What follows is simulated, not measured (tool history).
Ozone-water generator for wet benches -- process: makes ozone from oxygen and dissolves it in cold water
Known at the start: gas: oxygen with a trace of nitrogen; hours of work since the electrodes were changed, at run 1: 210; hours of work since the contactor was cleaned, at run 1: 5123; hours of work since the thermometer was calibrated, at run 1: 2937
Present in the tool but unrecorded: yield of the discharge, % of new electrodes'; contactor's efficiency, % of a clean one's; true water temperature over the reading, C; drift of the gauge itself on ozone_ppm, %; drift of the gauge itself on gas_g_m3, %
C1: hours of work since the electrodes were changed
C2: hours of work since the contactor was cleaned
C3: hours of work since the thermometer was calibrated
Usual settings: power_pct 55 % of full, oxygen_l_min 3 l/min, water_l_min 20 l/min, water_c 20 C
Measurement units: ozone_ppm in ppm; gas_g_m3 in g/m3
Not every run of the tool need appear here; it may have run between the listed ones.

Run 1, hour 0: usual settings; C1 210; C2 5123; C3 2937. Result: ozone_ppm 16.6 ppm, gas_g_m3 210.7 g/m3.
Run 2, hour 20.7: usual settings; C1 224; C2 5137; C3 2951. Result: ozone_ppm 16.8 ppm, gas_g_m3 209.8 g/m3.
Run 3, hour 41.8: usual settings; C1 238; C2 5152; C3 2965. Result: ozone_ppm 16.7 ppm, gas_g_m3 208.9 g/m3.
Run 4, hour 73.4: usual settings but water_l_min 16 l/min; C1 260; C2 5173; C3 2987. Result: ozone_ppm 20.5 ppm, gas_g_m3 210.1 g/m3.
Run 5, hour 89.5: usual settings but water_l_min 16 l/min; C1 271; C2 5184; C3 2997. Result: ozone_ppm 20.5 ppm, gas_g_m3 209.1 g/m3.
Run 6, hour 105.2: usual settings but water_l_min 16 l/min; C1 281; C2 5194; C3 3008. Result: ozone_ppm 20.6 ppm, gas_g_m3 208.3 g/m3.
Run 7, hour 134.7: usual settings but power_pct 60 % of full, water_l_min 16 l/min; C1 301; C2 5214; C3 3028. Result: ozone_ppm 21.8 ppm, gas_g_m3 219.2 g/m3.
At hour 145.4: contactor cleaned.
Run 8, hour 155.4: usual settings but power_pct 60 % of full, water_l_min 16 l/min; C1 312; C2 7; C3 3039. Result: ozone_ppm 21.4 ppm, gas_g_m3 222 g/m3.
Run 9, hour 187.7: usual settings but water_l_min 31 l/min; C1 334; C2 29; C3 3061. Result: ozone_ppm 10.7 ppm, gas_g_m3 205.7 g/m3.
Run 10, hour 203.9: usual settings; C1 345; C2 40; C3 3072. Result: ozone_ppm 16.9 ppm, gas_g_m3 206.9 g/m3.
Run 11, hour 227.4: usual settings; C1 361; C2 55; C3 3088. Result: ozone_ppm 16.3 ppm, gas_g_m3 210 g/m3.
Run 12, hour 245.2: usual settings but power_pct 59 % of full; C1 373; C2 67; C3 3100. Result: ozone_ppm 17.3 ppm, gas_g_m3 215.6 g/m3.
Run 13, hour 268.1: usual settings; C1 389; C2 83; C3 3115. Result: ozone_ppm 16.6 ppm, gas_g_m3 208.1 g/m3.
Run 14, hour 298: usual settings; C1 409; C2 103; C3 3136. Result: ozone_ppm 16.6 ppm, gas_g_m3 206.6 g/m3.
Run 15, hour 319.2: usual settings; C1 423; C2 117; C3 3150. Result: ozone_ppm 16.7 ppm, gas_g_m3 206.6 g/m3.
Run 16, hour 333.5: usual settings; C1 433; C2 127; C3 3160. Result: ozone_ppm 16.9 ppm, gas_g_m3 206.5 g/m3.
Run 17, hour 347.7: usual settings but oxygen_l_min 1.9 l/min; C1 442; C2 137; C3 3169. Result: ozone_ppm 15.6 ppm, gas_g_m3 273.8 g/m3.
Run 18, hour 367.2: usual settings but power_pct 50 % of full, oxygen_l_min 4.93 l/min; C1 456; C2 150; C3 3182. Result: ozone_ppm 16 ppm, gas_g_m3 144.2 g/m3.
Run 19, hour 384.2: usual settings but power_pct 50 % of full, oxygen_l_min 2.77 l/min; C1 467; C2 161; C3 3194. Result: ozone_ppm 15.5 ppm, gas_g_m3 202.5 g/m3.
Run 20, hour 418.8: usual settings but power_pct 50 % of full, oxygen_l_min 2.77 l/min, water_l_min 27 l/min; C1 490; C2 185; C3 3217. Result: ozone_ppm 11.4 ppm, gas_g_m3 202.1 g/m3.
Run 21, hour 436.7: usual settings but oxygen_l_min 1.87 l/min, water_c 23 C; C1 502; C2 197; C3 3229. Result: ozone_ppm 15.1 ppm, gas_g_m3 272.9 g/m3.
Run 22, hour 465.8: usual settings but oxygen_l_min 1.87 l/min, water_c 28 C; C1 522; C2 216; C3 3249. Result: ozone_ppm 14.7 ppm, gas_g_m3 271.7 g/m3.
Run 23, hour 488.1: usual settings but oxygen_l_min 1.87 l/min, water_c 28 C; C1 537; C2 232; C3 3264. Result: ozone_ppm 14.7 ppm, gas_g_m3 272.6 g/m3.
Run 24, hour 520: usual settings but oxygen_l_min 1.87 l/min, water_c 28 C; C1 559; C2 253; C3 3286. Result: ozone_ppm 14.8 ppm, gas_g_m3 272.5 g/m3.
Run 25, hour 551.8: usual settings but water_l_min 26 l/min, water_c 16 C; C1 580; C2 275; C3 3307. Result: ozone_ppm 13.3 ppm, gas_g_m3 204.2 g/m3.
Run 26, hour 576.9: usual settings but water_l_min 26 l/min, water_c 16 C; C1 597; C2 292; C3 3324. Result: ozone_ppm 13.3 ppm, gas_g_m3 207 g/m3.
Run 27, hour 600.9: usual settings but power_pct 83 % of full, oxygen_l_min 1.93 l/min; C1 613; C2 308; C3 3340. Result: ozone_ppm 20.7 ppm, gas_g_m3 346.5 g/m3.
Run 28, hour 627.9: usual settings but power_pct 83 % of full, oxygen_l_min 1.93 l/min; C1 632; C2 326; C3 3358. Result: ozone_ppm 20.5 ppm, gas_g_m3 341.5 g/m3.
Run 29, hour 649.5: usual settings but power_pct 83 % of full, oxygen_l_min 5.23 l/min; C1 646; C2 341; C3 3373. Result: ozone_ppm 22.1 ppm, gas_g_m3 193.8 g/m3.
Run 30, hour 680.8: usual settings but power_pct 83 % of full, oxygen_l_min 5.23 l/min; C1 667; C2 362; C3 3394. Result: ozone_ppm 22 ppm, gas_g_m3 192.7 g/m3.
Run 31, hour 713: usual settings but power_pct 65 % of full, water_c 22 C; C1 689; C2 384; C3 3416. Result: ozone_ppm 18.1 ppm, gas_g_m3 227.1 g/m3.
Run 32, hour 748.2: usual settings but power_pct 47 % of full, oxygen_l_min 2.89 l/min; C1 713; C2 407; C3 3440. Result: ozone_ppm 15.1 ppm, gas_g_m3 189.8 g/m3.

What if the next run were any one of these 3? Each begins from the tool's condition after run 32:
Run A, hour 776.7: usual settings but power_pct 47 % of full, oxygen_l_min 2.89 l/min, water_c 15 C; C1 732; C2 427; C3 3459. Result: ozone_ppm ?, gas_g_m3 ?.
Run B, hour 776.7: usual settings but power_pct 47 % of full, oxygen_l_min 1.98 l/min, water_l_min 27 l/min, water_c 13 C; C1 732; C2 427; C3 3459. Result: ozone_ppm ?, gas_g_m3 ?.
Run C, hour 776.7: usual settings but power_pct 74 % of full, oxygen_l_min 2.89 l/min, water_c 19 C; C1 732; C2 427; C3 3459. Result: ozone_ppm ?, gas_g_m3 ?.

run  ozone_ppm  gas_g_m3
  A       15.7     189.2
  B       10.8     236.4
  C       20.4     253.7
Without the tool's hidden state the same runs would have given:
run  ozone_ppm  gas_g_m3
  A       15.7     193.5
  B       10.8     241.8
  C       20.4     259.5
